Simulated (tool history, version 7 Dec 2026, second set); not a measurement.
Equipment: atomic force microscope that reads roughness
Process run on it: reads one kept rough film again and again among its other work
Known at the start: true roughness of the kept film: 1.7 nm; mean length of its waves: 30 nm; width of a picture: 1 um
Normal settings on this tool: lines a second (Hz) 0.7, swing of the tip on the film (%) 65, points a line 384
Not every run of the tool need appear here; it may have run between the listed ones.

run	hour	lines a second (Hz)	swing of the tip on the film (%)	points a line	roughness of the kept film (nm (root mean square))
1	0	0.7	65	384	1.251
# hour 22.6: new tip fitted
2	25.4	0.7	55	384	1.54
3	46.7	0.7	65	406	1.48
4	64.1	0.7	65	406	1.455
5	90.6	0.7	65	406	1.398
6	112.6	0.7	65	406	1.386
7	134	0.7	65	406	1.342
8	165.5	0.7	65	406	1.311
9	195.9	3.262	65	384	1.178
10	228.5	3.262	65	384	1.133
# hour 230.8: new tip fitted
11	253	3.262	65	384	1.372
12	276.3	3.262	65	384	1.333
13	308.4	3.262	65	384	1.295
14	333.3	0.7	76	384	1.323
15	366.3	0.7	76	384	1.265
16	398.6	0.7	65	555	1.251
17	415.8	0.7	56	384	1.246
# hour 437.2: new tip fitted
18	444.6	0.7	56	384	1.527
19	465.6	0.7	56	384	1.495
# hour 469.4: height scale calibrated on a step standard
20	487.4	0.7	77	384	1.423
21	513.3	0.7	77	357	1.36
# hour 528.2: height scale calibrated on a step standard, once more
22	534	3.094	77	357	1.181
23	551.6	3.094	88	357	1.04
24	583.8	3.094	88	357	1.002
25	602.7	3.094	88	357	0.981
26	622.6	0.7	65	384	1.237
27	638.1	1.318	65	384	1.202
# hour 647: new tip fitted
28	657.9	2.146	65	968	1.46
29	688.2	2.146	65	619	1.403
30	705.5	0.964	76	318	1.39
31	738.8	2.283	62	854	1.328
32	756.5	1.236	78	366	1.278
33	775	1.236	78	366	1.245
34	799.3	2.496	78	431	1.144
35	828.1	0.622	63	942	1.271
# hour 855.1: new tip fitted
36	858.2	0.622	63	942	1.521
37	895.1	1.114	88	304	1.322
38	912.8	1.114	88	304	1.3
39	935.7	0.678	55	384	1.388
40	957.6	0.678	55	384	1.372
41	990.4	0.7	76	330	1.275
42	1008.4	1.225	64	642	1.256
43	1025.5	1.225	64	642	1.244
44	1053.5	1.225	64	642	1.211
# hour 1063.2: new tip fitted
45	1076.2	1.225	64	642	1.508
46	1092.8	3.501	69	384	1.341
47	1125.7	2.844	79	878	1.23
48	1146.8	2.844	79	878	1.205
49	1173.6	1.811	61	878	1.321
50	1197.4	3.244	58	435	1.256
51	1219.1	3.244	58	435	1.219
52	1244	1.662	69	384	1.175
53	1264.9	1.34	65	783	1.193

Below are 3 alternative next runs, each starting from the tool's condition after run 53. Predict each:
# hour 1271.9: new tip fitted
A	1297.4	1.115	61	384	?
# hour 1271.9: new tip fitted
B	1297.4	0.624	71	783	?
# hour 1271.9: new tip fitted
C	1297.4	0.7	84	384	?

run	roughness of the kept film (nm (root mean square))
A	1.485
B	1.481
C	1.434
With the hidden condition removed and each run's random variation left untouched, the same runs would have given:
run	roughness of the kept film (nm (root mean square))
A	1.541
B	1.537
C	1.488

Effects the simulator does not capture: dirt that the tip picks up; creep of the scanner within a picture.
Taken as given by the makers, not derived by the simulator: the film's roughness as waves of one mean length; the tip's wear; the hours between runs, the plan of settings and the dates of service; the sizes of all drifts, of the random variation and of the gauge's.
